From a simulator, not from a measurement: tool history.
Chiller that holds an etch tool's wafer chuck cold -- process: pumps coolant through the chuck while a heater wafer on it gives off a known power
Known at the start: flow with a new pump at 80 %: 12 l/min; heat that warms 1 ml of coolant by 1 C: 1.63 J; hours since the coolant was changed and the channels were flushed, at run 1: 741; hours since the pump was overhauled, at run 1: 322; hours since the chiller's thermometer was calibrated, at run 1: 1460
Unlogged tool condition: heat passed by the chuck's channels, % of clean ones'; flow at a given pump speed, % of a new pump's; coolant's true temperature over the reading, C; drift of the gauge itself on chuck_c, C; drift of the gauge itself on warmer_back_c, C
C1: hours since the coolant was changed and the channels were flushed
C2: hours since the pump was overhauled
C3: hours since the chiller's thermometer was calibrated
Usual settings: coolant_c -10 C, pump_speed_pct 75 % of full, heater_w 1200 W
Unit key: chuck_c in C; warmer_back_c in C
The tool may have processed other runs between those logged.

{"run": 1, "hour": 0.0, "coolant_c": -10, "pump_speed_pct": 75, "heater_w": 1200, "C1": 741, "C2": 322, "C3": 1460, "chuck_c": 5.8, "warmer_back_c": 3.99}
{"run": 2, "hour": 27.4, "coolant_c": -10, "pump_speed_pct": 75, "heater_w": 1200, "C1": 769, "C2": 350, "C3": 1487, "chuck_c": 6.0, "warmer_back_c": 3.93}
{"run": 3, "hour": 87.2, "coolant_c": -10, "pump_speed_pct": 75, "heater_w": 1200, "C1": 828, "C2": 410, "C3": 1547, "chuck_c": 5.9, "warmer_back_c": 3.98}
{"run": 4, "hour": 126.3, "coolant_c": -10, "pump_speed_pct": 75, "heater_w": 1200, "C1": 868, "C2": 449, "C3": 1586, "chuck_c": 6.1, "warmer_back_c": 3.93}
{"run": 5, "hour": 175.5, "coolant_c": -10, "pump_speed_pct": 75, "heater_w": 1200, "C1": 917, "C2": 498, "C3": 1635, "chuck_c": 6.1, "warmer_back_c": 4.0}
{"run": 6, "hour": 233.6, "coolant_c": -10, "pump_speed_pct": 75, "heater_w": 1200, "C1": 975, "C2": 556, "C3": 1694, "chuck_c": 6.1, "warmer_back_c": 4.0}
{"run": 7, "hour": 281.7, "coolant_c": -10, "pump_speed_pct": 69, "heater_w": 1200, "C1": 1023, "C2": 604, "C3": 1742, "chuck_c": 7.1, "warmer_back_c": 4.35}
{"run": 8, "hour": 339.3, "coolant_c": -10, "pump_speed_pct": 69, "heater_w": 1200, "C1": 1081, "C2": 662, "C3": 1799, "chuck_c": 7.1, "warmer_back_c": 4.36}
{"run": 9, "hour": 397.0, "coolant_c": -10, "pump_speed_pct": 69, "heater_w": 1200, "C1": 1138, "C2": 719, "C3": 1857, "chuck_c": 7.2, "warmer_back_c": 4.38}
{"run": 10, "hour": 429.6, "coolant_c": -10, "pump_speed_pct": 69, "heater_w": 1200, "C1": 1171, "C2": 752, "C3": 1890, "chuck_c": 7.1, "warmer_back_c": 4.34}
{"run": 11, "hour": 480.6, "coolant_c": -10, "pump_speed_pct": 69, "heater_w": 1200, "C1": 1222, "C2": 803, "C3": 1941, "chuck_c": 7.4, "warmer_back_c": 4.35}
{"run": 12, "hour": 532.3, "coolant_c": -10, "pump_speed_pct": 75, "heater_w": 894, "C1": 1274, "C2": 855, "C3": 1992, "chuck_c": 2.5, "warmer_back_c": 2.97}
{"run": 13, "hour": 574.3, "coolant_c": -10, "pump_speed_pct": 75, "heater_w": 894, "C1": 1316, "C2": 897, "C3": 2034, "chuck_c": 2.3, "warmer_back_c": 2.99}
{"run": 14, "hour": 631.0, "coolant_c": -5, "pump_speed_pct": 96, "heater_w": 1235, "C1": 1372, "C2": 953, "C3": 2091, "chuck_c": 9.3, "warmer_back_c": 3.13}
{"run": 15, "hour": 662.7, "coolant_c": -5, "pump_speed_pct": 96, "heater_w": 1235, "C1": 1404, "C2": 985, "C3": 2123, "chuck_c": 9.3, "warmer_back_c": 3.14}
{"run": 16, "hour": 706.7, "coolant_c": -17, "pump_speed_pct": 84, "heater_w": 832, "C1": 1448, "C2": 1029, "C3": 2167, "chuck_c": -6.4, "warmer_back_c": 2.48}
{"run": 17, "hour": 758.9, "coolant_c": -18, "pump_speed_pct": 91, "heater_w": 1393, "C1": 1500, "C2": 1081, "C3": 2219, "chuck_c": -1.2, "warmer_back_c": 3.79}
{"run": 18, "hour": 803.1, "coolant_c": -2, "pump_speed_pct": 75, "heater_w": 656, "C1": 1544, "C2": 1125, "C3": 2263, "chuck_c": 7.0, "warmer_back_c": 2.21}
{"run": 19, "hour": 848.7, "coolant_c": -11, "pump_speed_pct": 79, "heater_w": 1481, "C1": 1590, "C2": 1171, "C3": 2309, "chuck_c": 8.9, "warmer_back_c": 4.67}
{"run": 20, "hour": 899.3, "coolant_c": -11, "pump_speed_pct": 79, "heater_w": 1481, "C1": 1641, "C2": 1222, "C3": 2359, "chuck_c": 8.6, "warmer_back_c": 4.69}
{"run": 21, "hour": 932.0, "coolant_c": -15, "pump_speed_pct": 79, "heater_w": 1472, "C1": 1673, "C2": 1254, "C3": 2392, "chuck_c": 4.7, "warmer_back_c": 4.65}

Branching from run 21: 5 alternative next runs. What would each branch give?
{"run": "A", "hour": 969.2, "coolant_c": -4, "pump_speed_pct": 92, "heater_w": 705, "C1": 1710, "C2": 1292, "C3": 2429, "chuck_c": "?", "warmer_back_c": "?"}
{"run": "B", "hour": 969.2, "coolant_c": -3, "pump_speed_pct": 75, "heater_w": 1200, "C1": 1710, "C2": 1292, "C3": 2429, "chuck_c": "?", "warmer_back_c": "?"}
{"run": "C", "hour": 969.2, "coolant_c": -3, "pump_speed_pct": 75, "heater_w": 1039, "C1": 1710, "C2": 1292, "C3": 2429, "chuck_c": "?", "warmer_back_c": "?"}
{"run": "D", "hour": 969.2, "coolant_c": -10, "pump_speed_pct": 82, "heater_w": 1200, "C1": 1710, "C2": 1292, "C3": 2429, "chuck_c": "?", "warmer_back_c": "?"}
{"run": "E", "hour": 969.2, "coolant_c": -12, "pump_speed_pct": 100, "heater_w": 1472, "C1": 1710, "C2": 1292, "C3": 2429, "chuck_c": "?", "warmer_back_c": "?"}

run=A chuck_c=5.0 warmer_back_c=1.88
run=B chuck_c=13.5 warmer_back_c=4.01
run=C chuck_c=11.4 warmer_back_c=3.47
run=D chuck_c=5.6 warmer_back_c=3.60
run=E chuck_c=4.9 warmer_back_c=3.58
With the hidden condition removed and each run's random variation left untouched, the same runs would have given:
run=A chuck_c=3.9 warmer_back_c=1.85
run=B chuck_c=12.0 warmer_back_c=3.95
run=C chuck_c=10.0 warmer_back_c=3.41
run=D chuck_c=4.1 warmer_back_c=3.54
run=E chuck_c=3.4 warmer_back_c=3.53

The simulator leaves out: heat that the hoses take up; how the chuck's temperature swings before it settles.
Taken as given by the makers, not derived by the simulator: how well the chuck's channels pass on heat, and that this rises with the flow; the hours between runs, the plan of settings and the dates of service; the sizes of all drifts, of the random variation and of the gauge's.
